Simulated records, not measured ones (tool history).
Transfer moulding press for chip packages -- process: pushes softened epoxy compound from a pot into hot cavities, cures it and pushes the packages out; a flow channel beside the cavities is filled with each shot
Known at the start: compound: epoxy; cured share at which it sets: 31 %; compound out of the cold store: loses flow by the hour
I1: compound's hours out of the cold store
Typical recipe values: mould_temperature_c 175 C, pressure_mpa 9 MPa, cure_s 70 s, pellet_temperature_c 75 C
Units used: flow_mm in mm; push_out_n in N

{"run": 1, "hour": 0.0, "mould_temperature_c": 175, "pressure_mpa": 9, "cure_s": 70, "pellet_temperature_c": 75, "I1": 9.4, "flow_mm": 723, "push_out_n": 1130}
{"hour": 43.6, "done": "cavities cleaned with cleaning compound and waxed"}
{"run": 2, "hour": 59.8, "mould_temperature_c": 175, "pressure_mpa": 9, "cure_s": 70, "pellet_temperature_c": 75, "I1": 20.3, "flow_mm": 672, "push_out_n": 899}
{"run": 3, "hour": 101.5, "mould_temperature_c": 175, "pressure_mpa": 9, "cure_s": 70, "pellet_temperature_c": 75, "I1": 14.2, "flow_mm": 696, "push_out_n": 1174}
{"hour": 117.2, "done": "cavities cleaned with cleaning compound and waxed"}
{"run": 4, "hour": 152.2, "mould_temperature_c": 175, "pressure_mpa": 9, "cure_s": 70, "pellet_temperature_c": 75, "I1": 30.2, "flow_mm": 636, "push_out_n": 973}
{"run": 5, "hour": 180.7, "mould_temperature_c": 175, "pressure_mpa": 9, "cure_s": 70, "pellet_temperature_c": 75, "I1": 26.4, "flow_mm": 644, "push_out_n": 1127}
{"hour": 191.3, "done": "cavities cleaned with cleaning compound and waxed"}
{"run": 6, "hour": 220.4, "mould_temperature_c": 176, "pressure_mpa": 9, "cure_s": 70, "pellet_temperature_c": 75, "I1": 45.3, "flow_mm": 583, "push_out_n": 885}
{"hour": 265.5, "done": "cavities cleaned with cleaning compound and waxed"}
{"run": 7, "hour": 271.6, "mould_temperature_c": 176, "pressure_mpa": 9, "cure_s": 70, "pellet_temperature_c": 75, "I1": 16.5, "flow_mm": 663, "push_out_n": 715}
{"hour": 287.4, "done": "plunger's sealing rings changed"}
{"run": 8, "hour": 305.9, "mould_temperature_c": 175, "pressure_mpa": 9, "cure_s": 101, "pellet_temperature_c": 75, "I1": 12.5, "flow_mm": 722, "push_out_n": 688}
{"hour": 341.5, "done": "cavities cleaned with cleaning compound and waxed"}
{"run": 9, "hour": 360.1, "mould_temperature_c": 175, "pressure_mpa": 9, "cure_s": 101, "pellet_temperature_c": 75, "I1": 33.1, "flow_mm": 637, "push_out_n": 619}
{"run": 10, "hour": 386.4, "mould_temperature_c": 175, "pressure_mpa": 9, "cure_s": 101, "pellet_temperature_c": 75, "I1": 10, "flow_mm": 717, "push_out_n": 721}
{"hour": 417.8, "done": "cavities cleaned with cleaning compound and waxed"}
{"run": 11, "hour": 433.2, "mould_temperature_c": 175, "pressure_mpa": 9, "cure_s": 101, "pellet_temperature_c": 75, "I1": 19.9, "flow_mm": 676, "push_out_n": 572}
{"run": 12, "hour": 479.5, "mould_temperature_c": 175, "pressure_mpa": 9, "cure_s": 70, "pellet_temperature_c": 75, "I1": 39.4, "flow_mm": 607, "push_out_n": 1091}
{"hour": 492.7, "done": "cavities cleaned with cleaning compound and waxed"}
{"run": 13, "hour": 536.9, "mould_temperature_c": 175, "pressure_mpa": 9, "cure_s": 70, "pellet_temperature_c": 75, "I1": 41.3, "flow_mm": 598, "push_out_n": 1016}
{"hour": 567.4, "done": "cavities cleaned with cleaning compound and waxed"}
{"run": 14, "hour": 597.0, "mould_temperature_c": 175, "pressure_mpa": 10.48, "cure_s": 70, "pellet_temperature_c": 75, "I1": 36.7, "flow_mm": 653, "push_out_n": 920}
{"hour": 607.1, "done": "plunger's sealing rings changed"}
{"hour": 646.0, "done": "cavities cleaned with cleaning compound and waxed"}
{"run": 15, "hour": 654.1, "mould_temperature_c": 183, "pressure_mpa": 10.48, "cure_s": 73, "pellet_temperature_c": 78, "I1": 28.2, "flow_mm": 683, "push_out_n": 545}
{"run": 16, "hour": 683.5, "mould_temperature_c": 175, "pressure_mpa": 9.92, "cure_s": 68, "pellet_temperature_c": 75, "I1": 42.9, "flow_mm": 634, "push_out_n": 1099}
{"hour": 720.7, "done": "cavities cleaned with cleaning compound and waxed"}
{"hour": 733.7, "done": "mould's thermocouples calibrated"}
{"run": 17, "hour": 737.6, "mould_temperature_c": 175, "pressure_mpa": 9.92, "cure_s": 69, "pellet_temperature_c": 67, "I1": 29.6, "flow_mm": 675, "push_out_n": 953}
{"run": 18, "hour": 785.3, "mould_temperature_c": 181, "pressure_mpa": 9, "cure_s": 87, "pellet_temperature_c": 83, "I1": 16.8, "flow_mm": 669, "push_out_n": 753}
{"hour": 797.3, "done": "cavities cleaned with cleaning compound and waxed"}
{"run": 19, "hour": 814.0, "mould_temperature_c": 181, "pressure_mpa": 9, "cure_s": 52, "pellet_temperature_c": 83, "I1": 33.5, "flow_mm": 612, "push_out_n": 1326}
{"run": 20, "hour": 840.4, "mould_temperature_c": 175, "pressure_mpa": 9.45, "cure_s": 110, "pellet_temperature_c": 75, "I1": 37.5, "flow_mm": 616, "push_out_n": 701}
{"hour": 874.2, "done": "cavities cleaned with cleaning compound and waxed"}
{"run": 21, "hour": 877.3, "mould_temperature_c": 171, "pressure_mpa": 9, "cure_s": 70, "pellet_temperature_c": 75, "I1": 19.2, "flow_mm": 678, "push_out_n": 1030}
{"run": 22, "hour": 919.0, "mould_temperature_c": 170, "pressure_mpa": 9, "cure_s": 59, "pellet_temperature_c": 75, "I1": 14.2, "flow_mm": 689, "push_out_n": 2609}
{"hour": 927.4, "done": "plunger's sealing rings changed"}
{"hour": 950.1, "done": "cavities cleaned with cleaning compound and waxed"}
{"run": 23, "hour": 953.2, "mould_temperature_c": 178, "pressure_mpa": 7.97, "cure_s": 72, "pellet_temperature_c": 71, "I1": 37.8, "flow_mm": 584, "push_out_n": 550}
{"run": 24, "hour": 1005.2, "mould_temperature_c": 175, "pressure_mpa": 9, "cure_s": 70, "pellet_temperature_c": 65, "I1": 10.1, "flow_mm": 714, "push_out_n": 1205}
{"hour": 1024.5, "done": "cavities cleaned with cleaning compound and waxed"}
{"run": 25, "hour": 1052.7, "mould_temperature_c": 175, "pressure_mpa": 9, "cure_s": 70, "pellet_temperature_c": 65, "I1": 31.9, "flow_mm": 632, "push_out_n": 1000}
{"run": 26, "hour": 1079.5, "mould_temperature_c": 175, "pressure_mpa": 9, "cure_s": 61, "pellet_temperature_c": 75, "I1": 31.7, "flow_mm": 635, "push_out_n": 1697}
{"hour": 1098.7, "done": "cavities cleaned with cleaning compound and waxed"}
{"run": 27, "hour": 1130.4, "mould_temperature_c": 175, "pressure_mpa": 9, "cure_s": 61, "pellet_temperature_c": 75, "I1": 45.2, "flow_mm": 585, "push_out_n": 1403}
{"hour": 1174.2, "done": "cavities cleaned with cleaning compound and waxed"}
{"run": 28, "hour": 1178.7, "mould_temperature_c": 175, "pressure_mpa": 10, "cure_s": 101, "pellet_temperature_c": 75, "I1": 21.8, "flow_mm": 692, "push_out_n": 494}

Alternative continuations, all from the tool just after run 28; predict every row:
{"run": "A", "hour": 1233.3, "mould_temperature_c": 175, "pressure_mpa": 8.71, "cure_s": 101, "pellet_temperature_c": 66, "I1": 20.2, "flow_mm": "?", "push_out_n": "?"}
{"run": "B", "hour": 1233.3, "mould_temperature_c": 175, "pressure_mpa": 7.87, "cure_s": 51, "pellet_temperature_c": 75, "I1": 17.5, "flow_mm": "?", "push_out_n": "?"}
{"run": "C", "hour": 1233.3, "mould_temperature_c": 175, "pressure_mpa": 9, "cure_s": 70, "pellet_temperature_c": 74, "I1": 32.4, "flow_mm": "?", "push_out_n": "?"}

run=A flow_mm=643 push_out_n=753
run=B flow_mm=629 push_out_n=2864
run=C flow_mm=619 push_out_n=1085
Without the tool's unlogged condition, the same runs would have read:
run=A flow_mm=678 push_out_n=432
run=B flow_mm=664 push_out_n=1663
run=C flow_mm=653 push_out_n=637

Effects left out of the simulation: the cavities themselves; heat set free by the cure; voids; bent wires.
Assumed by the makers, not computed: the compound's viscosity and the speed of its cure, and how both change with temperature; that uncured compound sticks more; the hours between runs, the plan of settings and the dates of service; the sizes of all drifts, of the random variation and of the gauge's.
